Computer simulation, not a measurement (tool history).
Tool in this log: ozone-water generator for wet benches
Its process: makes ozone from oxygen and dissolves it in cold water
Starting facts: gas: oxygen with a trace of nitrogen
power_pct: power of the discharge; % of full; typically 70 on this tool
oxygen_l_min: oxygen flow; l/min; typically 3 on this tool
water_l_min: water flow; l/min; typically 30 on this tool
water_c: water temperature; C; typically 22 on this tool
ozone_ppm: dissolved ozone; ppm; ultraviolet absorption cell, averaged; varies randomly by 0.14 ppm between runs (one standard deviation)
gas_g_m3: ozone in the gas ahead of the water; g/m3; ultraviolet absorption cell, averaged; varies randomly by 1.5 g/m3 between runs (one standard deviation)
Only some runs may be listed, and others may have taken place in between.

{"run": 1, "hour": 0.0, "power_pct": 70, "oxygen_l_min": 3, "water_l_min": 30, "water_c": 22, "ozone_ppm": 15.5, "gas_g_m3": 265.8}
{"run": 2, "hour": 55.9, "power_pct": 53, "oxygen_l_min": 3, "water_l_min": 30, "water_c": 22, "ozone_ppm": 12.4, "gas_g_m3": 207}
{"run": 3, "hour": 116.6, "power_pct": 53, "oxygen_l_min": 3, "water_l_min": 31, "water_c": 22, "ozone_ppm": 12, "gas_g_m3": 207.2}
{"run": 4, "hour": 181.6, "power_pct": 44, "oxygen_l_min": 3, "water_l_min": 30, "water_c": 22, "ozone_ppm": 10.1, "gas_g_m3": 172.9}
{"run": 5, "hour": 254.7, "power_pct": 44, "oxygen_l_min": 3.62, "water_l_min": 30, "water_c": 22, "ozone_ppm": 10.7, "gas_g_m3": 158.1}
{"run": 6, "hour": 332.5, "power_pct": 70, "oxygen_l_min": 3, "water_l_min": 30, "water_c": 22, "ozone_ppm": 15.4, "gas_g_m3": 264.5}
{"run": 7, "hour": 378.7, "power_pct": 70, "oxygen_l_min": 2.62, "water_l_min": 30, "water_c": 22, "ozone_ppm": 15, "gas_g_m3": 280.6}
{"run": 8, "hour": 423.6, "power_pct": 55, "oxygen_l_min": 2.62, "water_l_min": 30, "water_c": 22, "ozone_ppm": 12.2, "gas_g_m3": 226.7}
{"run": 9, "hour": 464.5, "power_pct": 70, "oxygen_l_min": 5.01, "water_l_min": 30, "water_c": 22, "ozone_ppm": 16.8, "gas_g_m3": 203.2}
{"run": 10, "hour": 501.4, "power_pct": 70, "oxygen_l_min": 3, "water_l_min": 30, "water_c": 22, "ozone_ppm": 15.5, "gas_g_m3": 260.3}
{"run": 11, "hour": 571.1, "power_pct": 70, "oxygen_l_min": 3, "water_l_min": 34, "water_c": 22, "ozone_ppm": 13.6, "gas_g_m3": 261.5}
{"run": 12, "hour": 624.9, "power_pct": 70, "oxygen_l_min": 3, "water_l_min": 34, "water_c": 22, "ozone_ppm": 13.5, "gas_g_m3": 261.6}
{"run": 13, "hour": 700.7, "power_pct": 70, "oxygen_l_min": 3, "water_l_min": 30, "water_c": 22, "ozone_ppm": 15.3, "gas_g_m3": 260.6}
{"run": 14, "hour": 765.3, "power_pct": 70, "oxygen_l_min": 3, "water_l_min": 30, "water_c": 22, "ozone_ppm": 15.3, "gas_g_m3": 260.6}
{"run": 15, "hour": 805.7, "power_pct": 70, "oxygen_l_min": 3, "water_l_min": 30, "water_c": 22, "ozone_ppm": 15.2, "gas_g_m3": 259.1}
{"run": 16, "hour": 866.7, "power_pct": 70, "oxygen_l_min": 3, "water_l_min": 30, "water_c": 18, "ozone_ppm": 15.8, "gas_g_m3": 255.1}
{"run": 17, "hour": 916.3, "power_pct": 70, "oxygen_l_min": 3, "water_l_min": 30, "water_c": 18, "ozone_ppm": 15.7, "gas_g_m3": 259.3}
{"run": 18, "hour": 971.2, "power_pct": 51, "oxygen_l_min": 3, "water_l_min": 30, "water_c": 17, "ozone_ppm": 12, "gas_g_m3": 195.7}
{"run": 19, "hour": 1039.3, "power_pct": 92, "oxygen_l_min": 2.04, "water_l_min": 41, "water_c": 15, "ozone_ppm": 12.9, "gas_g_m3": 399}
{"hour": 1046.5, "done": "contactor cleaned"}
{"run": 20, "hour": 1109.8, "power_pct": 92, "oxygen_l_min": 2.04, "water_l_min": 41, "water_c": 15, "ozone_ppm": 12.2, "gas_g_m3": 397.8}
{"run": 21, "hour": 1155.0, "power_pct": 80, "oxygen_l_min": 2.04, "water_l_min": 41, "water_c": 26, "ozone_ppm": 10.3, "gas_g_m3": 349.1}
{"run": 22, "hour": 1194.1, "power_pct": 80, "oxygen_l_min": 2.04, "water_l_min": 41, "water_c": 26, "ozone_ppm": 10.3, "gas_g_m3": 350.1}
{"run": 23, "hour": 1263.0, "power_pct": 80, "oxygen_l_min": 2.04, "water_l_min": 41, "water_c": 26, "ozone_ppm": 10.4, "gas_g_m3": 350.4}
{"hour": 1285.5, "done": "water thermometer calibrated"}
{"hour": 1316.8, "done": "contactor cleaned, once more"}
{"run": 24, "hour": 1320.8, "power_pct": 61, "oxygen_l_min": 5, "water_l_min": 32, "water_c": 16, "ozone_ppm": 15.5, "gas_g_m3": 173.8}
{"run": 25, "hour": 1384.2, "power_pct": 70, "oxygen_l_min": 1.92, "water_l_min": 39, "water_c": 14, "ozone_ppm": 11, "gas_g_m3": 319.9}
{"run": 26, "hour": 1436.1, "power_pct": 70, "oxygen_l_min": 1.92, "water_l_min": 39, "water_c": 14, "ozone_ppm": 10.8, "gas_g_m3": 319.7}
{"run": 27, "hour": 1472.5, "power_pct": 70, "oxygen_l_min": 3, "water_l_min": 30, "water_c": 26, "ozone_ppm": 15.1, "gas_g_m3": 253.5}
{"run": 28, "hour": 1541.3, "power_pct": 70, "oxygen_l_min": 1.63, "water_l_min": 24, "water_c": 27, "ozone_ppm": 15.7, "gas_g_m3": 346.2}
{"run": 29, "hour": 1586.1, "power_pct": 89, "oxygen_l_min": 2.56, "water_l_min": 32, "water_c": 22, "ozone_ppm": 17.3, "gas_g_m3": 337.3}
{"run": 30, "hour": 1637.6, "power_pct": 89, "oxygen_l_min": 2.56, "water_l_min": 32, "water_c": 22, "ozone_ppm": 17.1, "gas_g_m3": 337.2}
{"run": 31, "hour": 1678.3, "power_pct": 70, "oxygen_l_min": 5.33, "water_l_min": 30, "water_c": 22, "ozone_ppm": 17.1, "gas_g_m3": 189.9}
{"run": 32, "hour": 1729.9, "power_pct": 70, "oxygen_l_min": 5.33, "water_l_min": 30, "water_c": 22, "ozone_ppm": 17, "gas_g_m3": 188.5}
{"run": 33, "hour": 1798.8, "power_pct": 86, "oxygen_l_min": 3, "water_l_min": 46, "water_c": 22, "ozone_ppm": 11.9, "gas_g_m3": 300.7}
{"run": 34, "hour": 1861.3, "power_pct": 86, "oxygen_l_min": 3, "water_l_min": 46, "water_c": 22, "ozone_ppm": 11.9, "gas_g_m3": 299.7}

The logged runs with the hidden state left out (each run's random variation unchanged):
Hidden conditions of the tool in this case: yield of the discharge, % of new electrodes'; contactor's efficiency, % of a clean one's; true water temperature over the reading, C; drift of the gauge itself on ozone_ppm, %; drift of the gauge itself on gas_g_m3, %.
run=1 ozone_ppm=16.7 gas_g_m3=274.5
run=2 ozone_ppm=13.2 gas_g_m3=212.3
run=3 ozone_ppm=12.8 gas_g_m3=212.9
run=4 ozone_ppm=10.7 gas_g_m3=176.7
run=5 ozone_ppm=11.4 gas_g_m3=161.8
run=6 ozone_ppm=16.7 gas_g_m3=276.1
run=7 ozone_ppm=16.3 gas_g_m3=293.4
run=8 ozone_ppm=13.2 gas_g_m3=235
run=9 ozone_ppm=18.4 gas_g_m3=213.1
run=10 ozone_ppm=16.9 gas_g_m3=273.3
run=11 ozone_ppm=15 gas_g_m3=275
run=12 ozone_ppm=15 gas_g_m3=275.7
run=13 ozone_ppm=16.9 gas_g_m3=275.4
run=14 ozone_ppm=16.9 gas_g_m3=276
run=15 ozone_ppm=16.9 gas_g_m3=274.7
run=16 ozone_ppm=17.5 gas_g_m3=271.1
run=17 ozone_ppm=17.5 gas_g_m3=275.9
run=18 ozone_ppm=13.2 gas_g_m3=204.9
run=19 ozone_ppm=14.8 gas_g_m3=433.6
run=20 ozone_ppm=14.6 gas_g_m3=433.5
run=21 ozone_ppm=12.2 gas_g_m3=377.8
run=22 ozone_ppm=12.2 gas_g_m3=379.5
run=23 ozone_ppm=12.4 gas_g_m3=380.7
run=24 ozone_ppm=16.6 gas_g_m3=185.8
run=25 ozone_ppm=11.9 gas_g_m3=345.9
run=26 ozone_ppm=11.8 gas_g_m3=346.3
run=27 ozone_ppm=16.4 gas_g_m3=275
run=28 ozone_ppm=17.1 gas_g_m3=376.4
run=29 ozone_ppm=19.2 gas_g_m3=373.9
run=30 ozone_ppm=19.1 gas_g_m3=374.7
run=31 ozone_ppm=18.8 gas_g_m3=207.3
run=32 ozone_ppm=18.7 gas_g_m3=206.2
run=33 ozone_ppm=13.4 gas_g_m3=335.2
run=34 ozone_ppm=13.4 gas_g_m3=334.9

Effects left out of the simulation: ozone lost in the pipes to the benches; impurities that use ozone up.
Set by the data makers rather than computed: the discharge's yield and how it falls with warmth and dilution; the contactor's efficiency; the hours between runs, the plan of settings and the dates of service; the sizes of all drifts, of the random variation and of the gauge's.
